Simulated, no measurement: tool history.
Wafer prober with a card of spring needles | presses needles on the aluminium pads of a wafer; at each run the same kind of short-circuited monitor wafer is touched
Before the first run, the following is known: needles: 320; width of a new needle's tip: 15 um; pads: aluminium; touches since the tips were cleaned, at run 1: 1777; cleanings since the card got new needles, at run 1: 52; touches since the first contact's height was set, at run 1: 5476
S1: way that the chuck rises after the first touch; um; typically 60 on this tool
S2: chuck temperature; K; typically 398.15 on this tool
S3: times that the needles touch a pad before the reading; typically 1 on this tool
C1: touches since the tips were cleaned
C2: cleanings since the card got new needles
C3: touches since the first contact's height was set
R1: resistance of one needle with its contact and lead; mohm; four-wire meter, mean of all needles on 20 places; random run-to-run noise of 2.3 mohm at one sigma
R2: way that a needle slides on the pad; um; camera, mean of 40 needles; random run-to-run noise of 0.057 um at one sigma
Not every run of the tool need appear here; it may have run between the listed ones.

| run | hour | S1 | S2 | S3 | C1 | C2 | C3 | R1 | R2 |
|---|---|---|---|---|---|---|---|---|---|
| 1 | 0 | 60 | 398.15 | 1 | 1777 | 52 | 5476 | 264 | 13.54 |
|  | 17.4 | tips cleaned on abrasive film |
| 2 | 35.1 | 60 | 398.15 | 1 | 6462 | 53 | 18268 | 267 | 13.39 |
|  | 37.9 | tips cleaned on abrasive film |
|  | 59.5 | tips cleaned on abrasive film |
| 3 | 64.5 | 60 | 398.15 | 1 | 1802 | 55 | 28935 | 258 | 13.42 |
|  | 80.9 | tips cleaned on abrasive film |
| 4 | 88.1 | 60 | 398.15 | 1 | 2626 | 56 | 37549 | 256 | 13.35 |
|  | 101.7 | tips cleaned on abrasive film |
| 5 | 114.5 | 77 | 398.15 | 1 | 4701 | 57 | 47178 | 259 | 17.12 |
|  | 123.3 | tips cleaned on abrasive film |
|  | 146.6 | tips cleaned on abrasive film |
| 6 | 148.4 | 77 | 338.15 | 1 | 659 | 59 | 59497 | 237 | 17.11 |
|  | 168.9 | tips cleaned on abrasive film |
| 7 | 178.6 | 77 | 338.15 | 1 | 3547 | 60 | 70505 | 244 | 17.16 |
|  | 189.3 | tips cleaned on abrasive film |
|  | 210.6 | tips cleaned on abrasive film |
| 8 | 210.6 | 77 | 338.15 | 1 | 0 | 62 | 82113 | 243 | 17.07 |
|  | 232.4 | tips cleaned on abrasive film |
| 9 | 237.2 | 62 | 398.15 | 1 | 1750 | 63 | 91818 | 260 | 13.76 |
|  | 255.2 | tips cleaned on abrasive film |
| 10 | 271.7 | 69 | 398.15 | 1 | 6065 | 64 | 104409 | 256 | 15.34 |
|  | 277.4 | tips cleaned on abrasive film |
|  | 299.6 | tips cleaned on abrasive film |
| 11 | 310.5 | 69 | 398.15 | 1 | 3992 | 66 | 118514 | 258 | 15.31 |
|  | 321.8 | tips cleaned on abrasive film |
| 12 | 338.2 | 69 | 398.15 | 1 | 6018 | 67 | 128609 | 255 | 15.18 |
|  | 344.1 | tips cleaned on abrasive film |
|  | 365.2 | tips cleaned on abrasive film |
| 13 | 368.9 | 60 | 398.15 | 1 | 1347 | 69 | 139767 | 264 | 13.23 |
|  | 387.1 | tips cleaned on abrasive film |
| 14 | 387.1 | 60 | 398.15 | 1 | 0 | 70 | 146364 | 262 | 13.19 |
|  | 409.9 | tips cleaned on abrasive film |
| 15 | 415.6 | 60 | 398.15 | 2 | 2066 | 71 | 156760 | 260 | 13.18 |
|  | 431.5 | tips cleaned on abrasive film |
|  | 453.1 | tips cleaned on abrasive film |
| 16 | 456.8 | 60 | 398.15 | 2 | 1387 | 73 | 171772 | 261 | 13.11 |
|  | 476.4 | tips cleaned on abrasive film |
| 17 | 491.1 | 60 | 381.15 | 1 | 5377 | 74 | 184275 | 252 | 13.11 |
|  | 496.9 | tips cleaned on abrasive film |
|  | 518.5 | tips cleaned on abrasive film |
| 18 | 526.2 | 60 | 381.15 | 1 | 2814 | 76 | 197023 | 259 | 13.06 |
|  | 539 | tips cleaned on abrasive film |
| 19 | 551.9 | 60 | 381.15 | 1 | 4721 | 77 | 206391 | 258 | 12.98 |
|  | 560.9 | tips cleaned on abrasive film |
|  | 581.5 | tips cleaned on abrasive film |
| 20 | 589.9 | 44 | 310.15 | 2 | 3072 | 79 | 220201 | 244 | 9.53 |

Estimate the outcome of run 21 from the log above:
|  | 597 | gauge calibrated |
|  | 597.3 | height of the first contact set anew |
|  | 603.3 | tips cleaned on abrasive film |
| 21 | 622.9 | 60 | 353.15 | 2 | 7149 | 80 | 9324 | ? | ? |

Run 21 came out at R1 248 mohm, R2 13.45 um.
Were there no unlogged condition in the tool, this run, its random variation unchanged, would have produced R1 248 mohm, R2 13.47 um.

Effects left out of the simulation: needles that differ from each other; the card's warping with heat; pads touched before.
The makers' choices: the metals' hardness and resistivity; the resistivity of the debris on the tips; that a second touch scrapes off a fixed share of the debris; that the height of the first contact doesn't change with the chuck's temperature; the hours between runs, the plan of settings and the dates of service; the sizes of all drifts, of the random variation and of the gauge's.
